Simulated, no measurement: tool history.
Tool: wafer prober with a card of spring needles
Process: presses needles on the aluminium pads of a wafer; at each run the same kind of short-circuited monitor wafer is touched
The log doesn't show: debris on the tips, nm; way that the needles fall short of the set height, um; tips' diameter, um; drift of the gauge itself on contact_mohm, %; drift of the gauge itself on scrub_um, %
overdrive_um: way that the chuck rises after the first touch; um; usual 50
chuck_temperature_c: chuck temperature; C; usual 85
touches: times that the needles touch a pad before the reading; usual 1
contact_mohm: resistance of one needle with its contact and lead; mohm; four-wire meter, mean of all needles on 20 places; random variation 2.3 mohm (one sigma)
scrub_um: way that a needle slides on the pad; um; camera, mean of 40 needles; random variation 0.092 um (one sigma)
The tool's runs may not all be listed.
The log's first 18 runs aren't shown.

run     day  overdrive_um  chuck_temperature_c  touches  touches since the tips were cleaned  cleanings since the card got new needles  touches since the first contact's height was set  contact_mohm  scrub_um
     32.767  -- tips cleaned on abrasive film
     33.717  -- tips cleaned on abrasive film
 19  34.358            55                   82        3                                 4171                                        57                                             41199           272     11.76
     34.517  -- tips cleaned on abrasive film
     35.479  -- tips cleaned on abrasive film
      36.35  -- tips cleaned on abrasive film
 20  36.996            41                   82        2                                 4198                                        60                                             58200           297      8.69
     37.196  -- tips cleaned on abrasive film
     38.083  -- tips cleaned on abrasive film
 21  38.121            54                   85        1                                  240                                        62                                             65431           272     11.44
     38.875  -- tips cleaned on abrasive film
     39.658  -- tips cleaned on abrasive film
 22  39.688            50                   53        1                                  180                                        64                                             75521           262     10.51
     40.533  -- tips cleaned on abrasive film
 23   41.05            36                   38        1                                 3358                                        65                                             84331           331      7.58
     41.421  -- tips cleaned on abrasive film
     42.246  -- tips cleaned on abrasive film
 24  42.671            36                   38        1                                 2767                                        67                                             94787           319      7.42
     43.154  -- tips cleaned on abrasive film
     44.112  -- tips cleaned on abrasive film
 25  44.654            36                   38        1                                 3499                                        69                                            107571           328      7.34
     44.975  -- tips cleaned on abrasive film
     45.933  -- tips cleaned on abrasive film
 26   46.35            36                   38        1                                 2702                                        71                                            118526           329      7.33
     46.862  -- tips cleaned on abrasive film
     47.738  -- tips cleaned on abrasive film
     48.546  -- tips cleaned on abrasive film
 27  49.108            36                   38        1                                 3624                                        74                                            136292           331      7.15
       49.4  -- tips cleaned on abrasive film
       50.2  -- tips cleaned on abrasive film
     50.212  -- height of the first contact set anew
     51.108  -- tips cleaned on abrasive film
 28  51.208            50                   85        1                                  660                                        77                                              6440           280     10.79
     51.925  -- tips cleaned on abrasive film
 29  52.583            50                   85        1                                 4262                                        78                                             15305           303     10.69
     52.725  -- tips cleaned on abrasive film
     53.621  -- tips cleaned on abrasive film
 30  54.392            50                   85        1                                 4990                                        80                                             26980           303     10.55

Forecast each of these 3 alternatives for the next run:
     54.521  -- tips cleaned on abrasive film
     55.379  -- tips cleaned on abrasive film
     56.304  -- tips cleaned on abrasive film
  A  56.388            50                   85        1                                  532                                        83                                             39829             ?         ?
     54.521  -- tips cleaned on abrasive film
     55.379  -- tips cleaned on abrasive film
     56.304  -- tips cleaned on abrasive film
  B  56.388            55                   85        1                                  532                                        83                                             39829             ?         ?
     54.521  -- tips cleaned on abrasive film
     55.379  -- tips cleaned on abrasive film
     56.304  -- tips cleaned on abrasive film
  C  56.388            50                   85        1                                  532                                        83                                             39829             ?         ?

run  contact_mohm  scrub_um
  A           282     10.55
  B           273     11.67
  C           278     10.63
Without the tool's hidden state the same runs would have given:
run  contact_mohm  scrub_um
  A           266      10.7
  B           260     11.83
  C           263     10.78
